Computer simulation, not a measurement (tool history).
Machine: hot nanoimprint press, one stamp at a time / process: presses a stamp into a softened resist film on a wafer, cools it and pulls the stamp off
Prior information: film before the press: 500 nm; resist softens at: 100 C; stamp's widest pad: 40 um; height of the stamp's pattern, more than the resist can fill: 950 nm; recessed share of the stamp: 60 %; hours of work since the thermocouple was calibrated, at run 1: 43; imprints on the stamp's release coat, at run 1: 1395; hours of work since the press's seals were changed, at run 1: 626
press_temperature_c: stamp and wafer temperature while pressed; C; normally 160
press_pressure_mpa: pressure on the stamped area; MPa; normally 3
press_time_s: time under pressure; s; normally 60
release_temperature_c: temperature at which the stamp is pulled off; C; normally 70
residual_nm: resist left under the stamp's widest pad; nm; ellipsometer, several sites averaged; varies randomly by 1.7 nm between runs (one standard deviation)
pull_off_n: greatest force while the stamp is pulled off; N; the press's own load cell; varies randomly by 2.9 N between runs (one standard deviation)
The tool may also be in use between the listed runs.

run    hour  press_temperature_c  press_pressure_mpa  press_time_s  release_temperature_c  hours of work since the thermocouple was calibrated  imprints on the stamp's release coat  hours of work since the press's seals were changed  residual_nm  pull_off_n
  1       0                  160                   3            60                     70                                                   43                                  1395                                                 626        272.2         202
       32.7  -- stamp cleaned and given a new release coat
  2    90.3                  160                   3            60                     70                                                   81                                   175                                                 664        271.7         142
  3   184.5                  160                   3            60                     70                                                  124                                   463                                                 706        268.4         163
  4   241.1                  160                   3            60                     70                                                  149                                   636                                                 732        273.4         167
  5   297.8                  160                   3            60                     70                                                  175                                   809                                                 757        268.7         176
  6   378.4                  160                   3            60                     70                                                  211                                  1055                                                 793        269.3         183
  7   420.1                  160                   3            88                     70                                                  230                                  1183                                                 812        235.4         203
  8   491.1                  160                   3            88                     70                                                  262                                  1400                                                 844        231.6         207
      527.3  -- stamp cleaned and given a new release coat
  9   550.7                  160                   3            88                     70                                                  286                                    71                                                 868        234.5         143
      596.2  -- press's hydraulic seals changed and the load cell set to zero
 10     647                  160                   3            88                     70                                                  326                                   341                                                  23        228.3         150
 11   687.9                  160                   3            88                     70                                                  344                                   466                                                  41        225.3         160
 12   738.3                  160                   3            88                     70                                                  367                                   620                                                  64        225.3         166
 13     803                  160                   3            88                     64                                                  396                                   817                                                  93        224.3         179
 14   848.1                  160                   3            88                     64                                                  417                                   955                                                 114        225.4         193
 15   926.6                  160                   3            88                     64                                                  452                                  1195                                                 149          225         196
        957  -- plate thermocouple calibrated
 16   976.1                  160                2.93            60                     59                                                    9                                  1337                                                 170        274.8         210
     1030.5  -- stamp cleaned and given a new release coat
 17  1075.6                  168                2.07            60                     70                                                   51                                   137                                                 212        235.8         145
 18  1176.6                  168                2.64            36                     70                                                   96                                   446                                                 258        253.4         163
 19  1268.2                  168                2.64            36                     70                                                  138                                   726                                                 299        250.7         171
 20  1356.7                  168                2.64            36                     70                                                  177                                   996                                                 339        251.1         196
 21  1449.7                  156                2.17           115                     69                                                  219                                  1280                                                 381        286.6         204
     1518.6  -- stamp cleaned and given a new release coat
 22  1533.7                  156                1.94           115                     69                                                  255                                    46                                                 416        297.1         141
 23  1617.7                  156                1.94           115                     69                                                  292                                   303                                                 454          300         148
 24  1658.6                  156                1.94            69                     75                                                  311                                   428                                                 472        341.3         150
 25  1741.9                  156                4.19            69                     65                                                  348                                   682                                                 510        251.2         179
 26    1838                  162                   3            60                     61                                                  392                                   976                                                 553        243.5         196
 27  1931.8                  169                   3            70                     60                                                  434                                  1262                                                 595        172.8         220
 28  1984.1                  169                   3            70                     60                                                  458                                  1422                                                 619        171.4         214
     2002.5  -- plate thermocouple calibrated
     2017.5  -- stamp cleaned and given a new release coat
 29  2067.4                  166                1.94            66                     73                                                   27                                   153                                                 653        261.4         139
 30    2135                  166                1.94            66                     73                                                   57                                   359                                                 683        259.3         154

Had the tool no unlogged condition, and each run kept its random variation, what would the results have been?
What the log doesn't record here: true temperature over the reading, C; pressure that arrives at the usual setting, %; grip of the stamp's worn release coat, % over a new coat's; drift of the gauge itself on residual_nm, %; drift of the gauge itself on pull_off_n, %.
run  residual_nm  pull_off_n
  1        271.1         136
  2        271.8         135
  3        269.7         141
  4        275.5         137
  5        271.5         139
  6        273.1         135
  7        239.5         145
  8        236.4         140
  9          240         141
 10        239.1         136
 11        236.4         140
 12        237.2         139
 13        236.9         141
 14        238.5         147
 15        239.1         140
 16        274.3         143
 17        236.7         139
 18        255.1         142
 19        253.5         138
 20        254.9         147
 21        293.2         142
 22          305         140
 23        309.3         136
 24        350.6         132
 25        259.3         147
 26          253         148
 27        180.4         155
 28        179.4         144
 29        255.6         132
 30        254.4         137

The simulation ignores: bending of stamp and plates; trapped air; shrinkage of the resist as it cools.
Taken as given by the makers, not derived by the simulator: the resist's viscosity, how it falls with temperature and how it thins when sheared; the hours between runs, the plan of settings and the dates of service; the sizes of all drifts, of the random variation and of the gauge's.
